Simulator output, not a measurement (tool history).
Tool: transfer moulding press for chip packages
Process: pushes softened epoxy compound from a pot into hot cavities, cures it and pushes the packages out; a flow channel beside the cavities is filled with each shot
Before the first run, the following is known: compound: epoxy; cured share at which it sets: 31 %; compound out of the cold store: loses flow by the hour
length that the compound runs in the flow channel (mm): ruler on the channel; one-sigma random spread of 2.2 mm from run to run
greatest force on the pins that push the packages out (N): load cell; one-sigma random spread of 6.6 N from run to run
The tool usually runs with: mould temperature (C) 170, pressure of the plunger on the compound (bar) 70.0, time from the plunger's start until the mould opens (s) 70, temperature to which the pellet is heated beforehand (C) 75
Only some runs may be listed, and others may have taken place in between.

run,hour,mould temperature (C),pressure of the plunger on the compound (bar),time from the plunger's start until the mould opens (s),temperature to which the pellet is heated beforehand (C),incoming compound's hours out of the cold store,length that the compound runs in the flow channel (mm),greatest force on the pins that push the packages out (N)
1,0.0,170,70.0,70,75,42.6,773,286
2,28.2,170,70.0,70,75,10.9,884,420
3,77.8,170,70.0,70,70,32.6,800,499
# hour 108.1: cavities cleaned with cleaning compound and waxed
4,125.9,170,70.0,70,70,32.9,791,353
5,152.6,170,70.0,70,70,41.6,761,442
# hour 194.5: mould's thermocouples calibrated
6,203.9,170,70.0,70,70,42.1,756,520
# hour 214.7: cavities cleaned with cleaning compound and waxed
7,246.2,170,70.0,70,75,13.1,855,400
8,292.0,165,70.0,70,75,15.4,858,640
# hour 320.6: cavities cleaned with cleaning compound and waxed
9,340.4,165,70.0,70,75,12.0,863,464
# hour 352.6: plunger's sealing rings changed
10,389.0,170,70.0,57,75,11.5,885,735
# hour 430.5: cavities cleaned with cleaning compound and waxed
11,433.6,170,70.0,86,75,17.1,860,258
12,464.7,170,70.0,86,75,9.8,875,354
13,513.5,170,70.0,86,75,14.6,854,468
# hour 534.4: cavities cleaned with cleaning compound and waxed
14,547.7,170,70.0,70,73,39.5,764,316
15,586.8,170,70.0,95,73,33.4,780,390
16,625.5,170,70.0,95,73,38.9,757,456
# hour 640.6: cavities cleaned with cleaning compound and waxed
17,656.3,176,53.4,98,76,34.6,659,299
18,677.2,170,77.1,66,75,17.0,874,446
# hour 702.8: plunger's sealing rings changed
19,707.4,176,75.2,70,76,32.3,826,456

Forecast run 20:
# hour 749.6: cavities cleaned with cleaning compound and waxed
20,753.3,176,75.2,70,76,46.1,?,?

{"run 20": {"length that the compound runs in the flow channel (mm)": 772, "greatest force on the pins that push the packages out (N)": 246}}
With no hidden state in the tool, this same run would have given length that the compound runs in the flow channel (mm) 777, greatest force on the pins that push the packages out (N) 228.
